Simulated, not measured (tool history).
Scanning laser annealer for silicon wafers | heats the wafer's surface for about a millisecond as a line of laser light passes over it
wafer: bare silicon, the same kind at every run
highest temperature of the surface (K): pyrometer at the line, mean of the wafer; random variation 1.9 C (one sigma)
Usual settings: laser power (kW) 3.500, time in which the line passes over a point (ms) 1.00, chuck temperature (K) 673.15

run,day,laser power (kW),time in which the line passes over a point (ms),chuck temperature (K),highest temperature of the surface (K)
1,0.000,3.500,1.00,673.15,1448.15
2,1.408,3.111,1.00,673.15,1349.15
3,3.579,3.111,1.00,673.15,1345.15
4,4.988,3.500,1.00,673.15,1448.15
5,6.292,3.042,1.00,673.15,1331.15
# day 7.796: window over the wafer cleaned
6,8.229,3.042,1.00,673.15,1332.15
7,9.829,3.042,1.00,673.15,1327.15
8,12.021,3.042,1.00,673.15,1329.15
9,14.783,3.500,1.00,692.15,1471.15
10,16.842,3.500,1.00,692.15,1474.15
# day 17.288: optics aligned, line set to its width
11,19.450,3.500,1.00,692.15,1472.15
12,22.396,3.500,1.00,692.15,1471.15
13,25.192,3.500,1.00,666.15,1442.15
14,26.933,3.500,1.00,666.15,1443.15
15,30.038,3.500,1.00,691.15,1471.15
16,32.646,3.500,1.00,673.15,1449.15
17,35.517,3.500,1.00,634.15,1409.15
18,38.233,3.428,1.00,634.15,1391.15
19,40.038,3.428,1.00,634.15,1394.15
20,42.462,3.500,1.00,654.15,1432.15
21,44.888,3.500,0.87,654.15,1380.15
# day 47.275: window over the wafer cleaned
22,47.588,3.093,1.05,650.15,1334.15
23,48.962,3.093,0.74,711.15,1290.15
24,50.488,3.093,0.74,711.15,1290.15
25,53.633,3.093,0.74,711.15,1289.15
26,55.025,3.500,1.00,651.15,1430.15
27,56.542,3.500,1.00,651.15,1428.15
28,59.633,3.500,1.00,651.15,1428.15
29,61.096,3.647,0.83,651.15,1399.15

Run 30 comes next. What will it give?
30,63.396,3.112,1.13,651.15,?

Run 30 gave highest temperature of the surface (K) 1364.15.
Without the tool's hidden state the same run would have given highest temperature of the surface (K) 1365.15.
